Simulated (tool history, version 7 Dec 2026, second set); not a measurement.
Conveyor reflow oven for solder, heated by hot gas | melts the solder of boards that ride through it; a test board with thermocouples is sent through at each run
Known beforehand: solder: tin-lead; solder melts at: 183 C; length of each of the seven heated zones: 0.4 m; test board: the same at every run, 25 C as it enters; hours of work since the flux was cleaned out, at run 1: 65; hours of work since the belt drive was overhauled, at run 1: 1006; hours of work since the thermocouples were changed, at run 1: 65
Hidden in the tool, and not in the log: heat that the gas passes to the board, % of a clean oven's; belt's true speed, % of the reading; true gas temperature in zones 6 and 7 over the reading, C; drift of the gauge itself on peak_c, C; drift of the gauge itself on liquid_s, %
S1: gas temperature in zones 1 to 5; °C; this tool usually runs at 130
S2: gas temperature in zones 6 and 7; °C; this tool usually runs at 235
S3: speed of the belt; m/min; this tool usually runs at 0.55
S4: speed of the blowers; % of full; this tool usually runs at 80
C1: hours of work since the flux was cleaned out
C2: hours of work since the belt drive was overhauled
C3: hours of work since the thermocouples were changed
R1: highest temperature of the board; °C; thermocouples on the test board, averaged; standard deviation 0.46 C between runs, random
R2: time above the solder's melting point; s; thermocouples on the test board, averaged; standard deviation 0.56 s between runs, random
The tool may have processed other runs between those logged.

run   hour   S1   S2     S3  S4   C1    C2   C3     R1    R2
  1      0  130  235   0.55  80   65  1006   65  217.7  62.9
  2   24.2  130  235   0.55  80   80  1021   80    217  63.5
  3     57  130  235  0.465  80  101  1042  101  220.9    80
  4   87.3  130  235  0.465  80  120  1061  120  222.4  80.9
  5  113.5  130  235  0.465  80  137  1077  137  221.7  80.3
  6  140.9  130  235  0.465  80  154  1095  154  221.6    80
  7  167.7  130  235  0.465  80  171  1112  171  220.3  79.8
  8    195  130  235  0.583  64  188  1129  188  210.3  51.1
  9    237  139  248  0.486  81  215  1155  215  232.9  88.1
 10  258.2  116  238   0.55  80  228  1169  228  214.7  55.7
     266.2  -- flux residue cleaned out of gas plates and filters
 11  286.2  116  238   0.55  80   13  1183  242  218.6  58.9
 12  330.3  117  241   0.51  80   40  1211  270  222.4  68.4
 13  368.1  141  235  0.455  80   64  1235  294  223.8  89.1

Below, each run's measurement less what the same run would have read without the hidden state. Both values contain the same run-to-run variation, but the gauge's scatter may not be the same in both:
run    R1    R2
  1  -0.7  -0.1
  2    -1  -0.3
  3  -1.1  -0.2
  4  -1.2  -0.4
  5  -1.4  -0.6
  6  -1.6  -0.8
  7  -1.8  -0.9
  8  -2.1  -1.9
  9  -2.3  -0.5
 10    -3  -2.5
 11  -0.6  +0.2
 12    -1    +0
 13  -1.3  +0.1

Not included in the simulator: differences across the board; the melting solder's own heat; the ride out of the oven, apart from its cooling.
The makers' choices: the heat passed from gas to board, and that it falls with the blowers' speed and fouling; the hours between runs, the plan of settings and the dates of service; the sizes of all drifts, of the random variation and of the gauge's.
